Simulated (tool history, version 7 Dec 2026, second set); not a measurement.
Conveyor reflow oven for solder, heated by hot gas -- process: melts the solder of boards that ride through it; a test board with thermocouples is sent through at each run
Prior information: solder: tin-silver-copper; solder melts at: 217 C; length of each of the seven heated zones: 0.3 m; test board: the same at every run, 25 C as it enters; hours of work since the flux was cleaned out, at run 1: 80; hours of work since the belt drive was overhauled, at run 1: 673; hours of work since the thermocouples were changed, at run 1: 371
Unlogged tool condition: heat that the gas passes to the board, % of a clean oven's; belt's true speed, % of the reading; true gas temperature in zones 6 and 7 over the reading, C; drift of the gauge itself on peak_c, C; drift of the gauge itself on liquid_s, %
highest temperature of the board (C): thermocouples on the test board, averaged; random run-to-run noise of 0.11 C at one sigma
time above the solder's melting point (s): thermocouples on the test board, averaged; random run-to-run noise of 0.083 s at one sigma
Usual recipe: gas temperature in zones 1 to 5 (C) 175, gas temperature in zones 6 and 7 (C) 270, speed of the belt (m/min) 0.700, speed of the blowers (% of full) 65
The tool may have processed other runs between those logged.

run	day	gas temperature in zones 1 to 5 (C)	gas temperature in zones 6 and 7 (C)	speed of the belt (m/min)	speed of the blowers (% of full)	hours of work since the flux was cleaned out	hours of work since the belt drive was overhauled	hours of work since the thermocouples were changed	highest temperature of the board (C)	time above the solder's melting point (s)
1	0.000	175	270	0.700	65	80	673	371	254.4	40.30
2	2.529	175	270	0.700	65	125	717	415	254.3	40.32
3	6.062	175	270	0.836	65	187	779	477	247.9	29.99
# day 8.550: belt drive overhauled, speed set with a stopwatch
4	9.771	175	270	0.836	65	249	21	539	247.0	28.94
5	12.608	175	270	0.836	65	298	71	589	247.0	28.84
# day 13.117: flux residue cleaned out of gas plates and filters
6	15.162	175	270	0.836	65	36	112	630	248.3	29.84
7	18.025	175	261	0.836	65	86	162	680	240.6	25.59
8	19.642	175	261	0.836	65	114	191	709	240.5	25.60
9	22.104	175	261	0.836	65	157	234	752	240.4	25.44
10	25.800	175	261	0.836	65	222	299	817	240.2	25.47
11	29.096	175	261	0.836	65	280	356	874	240.0	25.25
# day 30.738: flux residue cleaned out of gas plates and filters
# day 30.821: thermocouples of zones 6 and 7 changed
12	32.600	175	270	0.700	65	31	413	31	254.4	40.14
13	34.462	175	270	0.563	65	64	445	64	260.2	54.23
14	38.162	175	270	0.700	65	129	510	129	254.4	40.16

What will run 15 give?
15	40.946	175	270	0.700	65	177	559	177	?	?

Run 15 came out at highest temperature of the board (C) 254.1, time above the solder's melting point (s) 40.19.
With no hidden state in the tool, this same run would have given highest temperature of the board (C) 254.3, time above the solder's melting point (s) 39.87.
